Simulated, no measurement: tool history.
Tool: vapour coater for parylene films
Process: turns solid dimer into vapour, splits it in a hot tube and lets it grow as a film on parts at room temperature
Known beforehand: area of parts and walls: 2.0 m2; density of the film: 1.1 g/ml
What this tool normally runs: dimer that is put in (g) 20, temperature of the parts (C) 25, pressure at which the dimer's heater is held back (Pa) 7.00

run      day  dimer that is put in (g)  temperature of the parts (C)  pressure at which the dimer's heater is held back (Pa)  thickness of the film (µm)
  1    0.000                        20                            25                                                    7.00                        6.43
  2    2.375                        20                            25                                                    7.00                        6.44
  3    5.804                        20                            25                                                    7.00                        6.39
       8.467  -- trap's valve overhauled
  4    9.483                        20                            25                                                    7.00                        6.38
  5   12.338                        20                            25                                                    7.00                        6.42
  6   15.621                        20                            25                                                    7.00                        6.48
  7   17.642                        20                            25                                                    7.00                        6.48
  8   20.596                        20                            25                                                    7.00                        6.41
  9   23.154                        20                            25                                                    7.00                        6.44
 10   25.804                        20                            25                                                    7.00                        6.44
 11   28.642                        20                            32                                                    7.00                        5.15
 12   31.104                        20                            25                                                    7.00                        6.38
 13   34.550                        20                            25                                                    7.00                        6.45
 14   36.988                        20                            25                                                    7.00                        6.44
 15   40.479                        19                            25                                                    7.00                        6.08
 16   43.821                        20                            25                                                    7.00                        6.48
 17   46.800                        20                            25                                                    7.00                        6.47
 18   49.158                        20                            25                                                    7.00                        6.36
 19   51.783                        20                            25                                                    7.00                        6.39
      52.738  -- table's thermometer calibrated
 20   53.546                        12                            25                                                    7.00                        3.85
 21   55.746                        20                            25                                                    7.00                        6.43
      57.096  -- trap's valve overhauled
 22   57.604                        20                            25                                                   11.58                        5.82
 23   60.000                        20                            25                                                   11.58                        5.78
 24   61.529                        20                            25                                                   11.58                        5.78
 25   64.192                         8                            25                                                    7.00                        2.53
 26   66.988                        20                            35                                                    2.92                        5.62
 27   69.479                        20                            35                                                    2.92                        5.63
 28   72.800                        20                            35                                                    2.92                        5.59
 29   76.412                        35                            25                                                    7.00                       11.21
 30   80.008                        16                            25                                                    7.00                        5.14
 31   82.621                        16                            35                                                    8.46                        3.61
 32   85.004                        12                            22                                                    9.64                        3.97
 33   88.379                        31                            19                                                    9.64                       11.35
 34   90.075                         9                            19                                                    9.64                        3.30
 35   92.392                        13                            25                                                    7.00                        4.15
 36   95.321                        15                            28                                                    7.00                        4.36
 37   97.579                        20                            19                                                    7.27                        7.69
 38  100.212                         9                            19                                                    7.27                        3.42

Estimate the outcome of run 39 from the log above:
 39  101.771                         9                            18                                                    2.52                           ?

{"run 39": {"thickness of the film (µm)": 4.0}}
On a tool with no hidden condition, and with the same random variation, this run would have come out at thickness of the film (µm) 4.01.

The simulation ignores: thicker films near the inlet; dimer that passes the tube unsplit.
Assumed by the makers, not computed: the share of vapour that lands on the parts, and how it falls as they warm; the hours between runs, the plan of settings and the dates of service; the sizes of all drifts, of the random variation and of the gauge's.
